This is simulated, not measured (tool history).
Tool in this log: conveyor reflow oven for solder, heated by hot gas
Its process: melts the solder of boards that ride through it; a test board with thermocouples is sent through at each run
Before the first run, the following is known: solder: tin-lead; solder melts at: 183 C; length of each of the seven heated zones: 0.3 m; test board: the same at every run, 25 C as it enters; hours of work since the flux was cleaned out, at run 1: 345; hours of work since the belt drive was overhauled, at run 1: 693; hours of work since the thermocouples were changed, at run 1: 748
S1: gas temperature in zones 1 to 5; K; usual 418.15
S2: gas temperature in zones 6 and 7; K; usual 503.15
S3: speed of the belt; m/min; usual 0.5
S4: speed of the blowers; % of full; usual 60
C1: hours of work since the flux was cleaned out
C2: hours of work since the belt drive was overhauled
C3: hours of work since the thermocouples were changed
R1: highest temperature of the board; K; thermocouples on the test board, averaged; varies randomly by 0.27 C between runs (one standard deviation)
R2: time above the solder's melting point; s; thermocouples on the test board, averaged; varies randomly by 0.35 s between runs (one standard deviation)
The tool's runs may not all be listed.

run 1 day=0 | S1=418.15 S2=503.15 S3=0.5 S4=60 | C1=345 C2=693 C3=748 | R1=476.65 R2=41.6
-- day=0.354 flux residue cleaned out of gas plates and filters
-- day=2.35 thermocouples of zones 6 and 7 changed
run 2 day=2.921 | S1=418.15 S2=503.15 S3=0.5 S4=71 | C1=37 C2=732 C3=9 | R1=483.75 R2=51.2
run 3 day=4.112 | S1=418.15 S2=503.15 S3=0.5 S4=60 | C1=55 C2=750 C3=26 | R1=479.75 R2=45.4
run 4 day=6.504 | S1=418.15 S2=503.15 S3=0.5 S4=60 | C1=91 C2=785 C3=62 | R1=479.35 R2=46
run 5 day=8.771 | S1=418.15 S2=503.15 S3=0.5 S4=60 | C1=125 C2=819 C3=96 | R1=479.25 R2=45.2
-- day=9.071 belt drive overhauled, speed set with a stopwatch
run 6 day=11.2 | S1=421.15 S2=503.15 S3=0.5 S4=87 | C1=158 C2=32 C3=130 | R1=487.55 R2=56.8
run 7 day=12.629 | S1=421.15 S2=503.15 S3=0.5 S4=87 | C1=180 C2=53 C3=151 | R1=487.45 R2=56.7
run 8 day=14.871 | S1=421.15 S2=503.15 S3=0.5 S4=87 | C1=213 C2=87 C3=185 | R1=487.55 R2=56
-- day=15.158 belt drive overhauled, speed set with a stopwatch, once more
run 9 day=16.671 | S1=421.15 S2=497.15 S3=0.5 S4=69 | C1=238 C2=23 C3=209 | R1=476.75 R2=43.8
run 10 day=19 | S1=421.15 S2=497.15 S3=0.5 S4=69 | C1=273 C2=57 C3=244 | R1=476.85 R2=43.4

What if the next run were any one of these 5? Each begins from the tool's condition after run 10:
run A day=21.038 | S1=421.15 S2=497.15 S3=0.477 S4=69 | C1=303 C2=88 C3=274 | R1=? R2=?
run B day=21.038 | S1=417.15 S2=513.15 S3=0.5 S4=52 | C1=303 C2=88 C3=274 | R1=? R2=?
run C day=21.038 | S1=420.15 S2=503.15 S3=0.5 S4=60 | C1=303 C2=88 C3=274 | R1=? R2=?
run D day=21.038 | S1=429.15 S2=503.15 S3=0.5 S4=60 | C1=303 C2=88 C3=274 | R1=? R2=?
run E day=21.038 | S1=429.15 S2=509.15 S3=0.547 S4=69 | C1=303 C2=88 C3=274 | R1=? R2=?

run=A R1=478.25 R2=47.3
run=B R1=480.65 R2=44.4
run=C R1=478.15 R2=42.7
run=D R1=480.75 R2=50.4
run=E R1=484.55 R2=49.2
Stripped of hidden state, with their random variation kept, the same runs would have yielded:
run=A R1=480.95 R2=51
run=B R1=483.45 R2=47.7
run=C R1=480.95 R2=46.3
run=D R1=483.35 R2=53.6
run=E R1=487.55 R2=52.1
